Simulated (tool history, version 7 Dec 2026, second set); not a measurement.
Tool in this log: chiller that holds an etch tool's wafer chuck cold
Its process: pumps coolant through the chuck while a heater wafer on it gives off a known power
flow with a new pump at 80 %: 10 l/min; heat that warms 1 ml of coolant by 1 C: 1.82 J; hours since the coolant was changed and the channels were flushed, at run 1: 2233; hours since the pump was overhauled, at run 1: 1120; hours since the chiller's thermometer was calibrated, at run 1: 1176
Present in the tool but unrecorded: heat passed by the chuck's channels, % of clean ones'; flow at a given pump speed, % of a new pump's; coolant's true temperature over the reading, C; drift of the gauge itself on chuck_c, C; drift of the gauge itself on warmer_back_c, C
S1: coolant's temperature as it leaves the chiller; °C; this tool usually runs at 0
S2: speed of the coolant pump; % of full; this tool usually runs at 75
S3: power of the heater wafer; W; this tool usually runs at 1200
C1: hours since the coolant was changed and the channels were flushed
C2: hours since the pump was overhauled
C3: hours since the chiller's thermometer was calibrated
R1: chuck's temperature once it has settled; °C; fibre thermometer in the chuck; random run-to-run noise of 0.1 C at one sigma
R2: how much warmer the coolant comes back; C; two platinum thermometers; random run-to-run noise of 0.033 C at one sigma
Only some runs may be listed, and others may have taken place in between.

run 1 hour=0.0 | S1=0 S2=75 S3=1200 | C1=2233 C2=1120 C3=1176 | R1=8.8 R2=4.33
run 2 hour=18.8 | S1=0 S2=75 S3=1200 | C1=2251 C2=1139 C3=1195 | R1=8.7 R2=4.31
run 3 hour=37.7 | S1=0 S2=75 S3=1200 | C1=2270 C2=1158 C3=1214 | R1=8.6 R2=4.34
run 4 hour=58.9 | S1=0 S2=75 S3=1200 | C1=2291 C2=1179 C3=1235 | R1=8.6 R2=4.28
run 5 hour=82.6 | S1=0 S2=75 S3=659 | C1=2315 C2=1203 C3=1259 | R1=4.7 R2=2.33
run 6 hour=117.0 | S1=0 S2=75 S3=659 | C1=2350 C2=1237 C3=1293 | R1=4.5 R2=2.43
run 7 hour=156.5 | S1=0 S2=75 S3=1200 | C1=2389 C2=1277 C3=1333 | R1=8.6 R2=4.41
run 8 hour=187.5 | S1=0 S2=75 S3=1200 | C1=2420 C2=1308 C3=1364 | R1=8.7 R2=4.31
run 9 hour=206.8 | S1=0 S2=75 S3=1200 | C1=2439 C2=1327 C3=1383 | R1=8.6 R2=4.31
run 10 hour=241.3 | S1=0 S2=75 S3=1200 | C1=2474 C2=1362 C3=1417 | R1=8.6 R2=4.34
run 11 hour=264.6 | S1=0 S2=75 S3=1200 | C1=2497 C2=1385 C3=1441 | R1=8.6 R2=4.33
run 12 hour=294.4 | S1=0 S2=75 S3=1200 | C1=2527 C2=1415 C3=1470 | R1=8.7 R2=4.39
run 13 hour=334.2 | S1=0 S2=75 S3=1200 | C1=2567 C2=1455 C3=1510 | R1=8.6 R2=4.34
run 14 hour=375.1 | S1=0 S2=75 S3=1200 | C1=2608 C2=1496 C3=1551 | R1=8.7 R2=4.29
run 15 hour=413.9 | S1=0 S2=75 S3=1200 | C1=2646 C2=1534 C3=1590 | R1=8.7 R2=4.38
-- hour=422.7 coolant pump overhauled
run 16 hour=450.9 | S1=0 S2=75 S3=1200 | C1=2678 C2=28 C3=1622 | R1=8.7 R2=4.36
run 17 hour=472.5 | S1=0 S2=75 S3=1200 | C1=2700 C2=50 C3=1644 | R1=8.8 R2=4.43
run 18 hour=501.2 | S1=1 S2=67 S3=1295 | C1=2729 C2=79 C3=1672 | R1=11.6 R2=5.36
run 19 hour=529.8 | S1=6 S2=96 S3=1437 | C1=2757 C2=107 C3=1701 | R1=14.4 R2=4.11

Estimate the outcome of run 20 from the log above:
run 20 hour=567.0 | S1=6 S2=73 S3=788 | C1=2795 C2=144 C3=1738 | R1=? R2=?

{"run 20": {"R1": 11.8, "R2": 2.96}}
Had the tool carried no hidden state, the very same run would have given R1 11.5 °C, R2 2.83 C.
